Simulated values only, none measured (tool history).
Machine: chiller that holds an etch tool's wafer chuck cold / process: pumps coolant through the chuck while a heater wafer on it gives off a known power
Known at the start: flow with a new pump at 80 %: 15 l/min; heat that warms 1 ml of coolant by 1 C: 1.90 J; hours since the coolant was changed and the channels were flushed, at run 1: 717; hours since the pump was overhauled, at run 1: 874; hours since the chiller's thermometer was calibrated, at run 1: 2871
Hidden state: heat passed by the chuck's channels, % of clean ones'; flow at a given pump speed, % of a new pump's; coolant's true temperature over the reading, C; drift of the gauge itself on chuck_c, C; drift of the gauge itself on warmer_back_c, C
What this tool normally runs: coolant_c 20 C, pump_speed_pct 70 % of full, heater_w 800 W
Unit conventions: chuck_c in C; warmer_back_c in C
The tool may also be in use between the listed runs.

| run | hour | coolant_c | pump_speed_pct | heater_w | hours since the coolant was changed and the channels were flushed | hours since the pump was overhauled | hours since the chiller's thermometer was calibrated | chuck_c | warmer_back_c |
|---|---|---|---|---|---|---|---|---|---|
| 1 | 0.0 | 20 | 70 | 800 | 717 | 874 | 2871 | 25.7 | 1.99 |
| 2 | 44.7 | 20 | 70 | 800 | 761 | 919 | 2915 | 25.8 | 1.96 |
| 3 | 88.9 | 20 | 70 | 800 | 806 | 963 | 2959 | 25.8 | 2.00 |
| 4 | 128.5 | 20 | 70 | 800 | 845 | 1003 | 2999 | 25.8 | 1.96 |
| 5 | 162.7 | 20 | 70 | 715 | 879 | 1037 | 3033 | 25.3 | 1.77 |
| 6 | 182.2 | 20 | 70 | 715 | 899 | 1056 | 3053 | 25.2 | 1.75 |
| 7 | 220.5 | 20 | 70 | 715 | 937 | 1095 | 3091 | 25.1 | 1.79 |
| 8 | 256.3 | 20 | 70 | 715 | 973 | 1130 | 3127 | 25.1 | 1.73 |
| 9 | 295.6 | 20 | 70 | 715 | 1012 | 1170 | 3166 | 25.1 | 1.75 |
| 10 | 327.6 | 20 | 70 | 715 | 1044 | 1202 | 3198 | 25.1 | 1.71 |
| 11 | 354.2 | 20 | 70 | 715 | 1071 | 1228 | 3225 | 25.0 | 1.75 |
| 12 | 385.1 | 20 | 70 | 715 | 1102 | 1259 | 3256 | 25.2 | 1.75 |
|  | 390.2 | chiller's thermometer calibrated |
| 13 | 406.1 | 20 | 70 | 715 | 1122 | 1279 | 16 | 24.7 | 1.77 |
| 14 | 446.6 | 20 | 70 | 715 | 1162 | 1320 | 56 | 25.0 | 1.82 |
|  | 468.1 | chiller's thermometer calibrated, once more |
| 15 | 487.7 | 20 | 63 | 800 | 1202 | 1360 | 20 | 26.7 | 2.20 |
| 16 | 512.4 | 20 | 63 | 800 | 1227 | 1385 | 44 | 26.6 | 2.21 |
| 17 | 547.8 | 25 | 65 | 470 | 1262 | 1420 | 80 | 28.8 | 1.26 |
| 18 | 583.3 | 25 | 79 | 594 | 1298 | 1456 | 115 | 29.2 | 1.27 |
| 19 | 604.2 | 25 | 79 | 594 | 1319 | 1476 | 136 | 29.1 | 1.28 |
| 20 | 638.3 | 21 | 70 | 445 | 1353 | 1510 | 170 | 24.5 | 1.13 |
| 21 | 681.1 | 23 | 71 | 492 | 1396 | 1553 | 213 | 26.7 | 1.22 |
| 22 | 717.6 | 20 | 70 | 1106 | 1432 | 1590 | 249 | 28.7 | 2.76 |
| 23 | 736.4 | 20 | 70 | 1106 | 1451 | 1609 | 268 | 28.5 | 2.78 |
| 24 | 760.2 | 22 | 70 | 741 | 1475 | 1632 | 292 | 27.7 | 1.81 |
| 25 | 797.1 | 20 | 70 | 800 | 1512 | 1669 | 329 | 26.0 | 1.98 |
| 26 | 825.5 | 25 | 62 | 461 | 1540 | 1698 | 357 | 29.1 | 1.30 |
| 27 | 866.2 | 23 | 72 | 461 | 1581 | 1738 | 398 | 26.4 | 1.13 |
| 28 | 885.8 | 23 | 72 | 461 | 1600 | 1758 | 418 | 26.5 | 1.10 |
| 29 | 931.7 | 23 | 61 | 855 | 1646 | 1804 | 464 | 30.4 | 2.38 |
| 30 | 960.4 | 20 | 71 | 980 | 1675 | 1833 | 492 | 27.5 | 2.42 |
| 31 | 989.5 | 11 | 67 | 800 | 1704 | 1862 | 521 | 17.3 | 2.10 |
| 32 | 1015.7 | 20 | 86 | 565 | 1730 | 1888 | 548 | 23.7 | 1.12 |

Each row is a separate what-if for the run after 32, all from the same tool condition, not one after another. Results?
| A | 1035.5 | 20 | 82 | 800 | 1750 | 1908 | 567 | ? | ? |
| B | 1035.5 | 20 | 82 | 800 | 1750 | 1908 | 567 | ? | ? |
| C | 1035.5 | 20 | 89 | 1200 | 1750 | 1908 | 567 | ? | ? |

| run | chuck_c | warmer_back_c |
|---|---|---|
| A | 25.6 | 1.67 |
| B | 25.5 | 1.69 |
| C | 27.9 | 2.34 |
Stripped of hidden state, with their random variation kept, the same runs would have yielded:
| run | chuck_c | warmer_back_c |
|---|---|---|
| A | 25.4 | 1.62 |
| B | 25.3 | 1.63 |
| C | 27.6 | 2.26 |
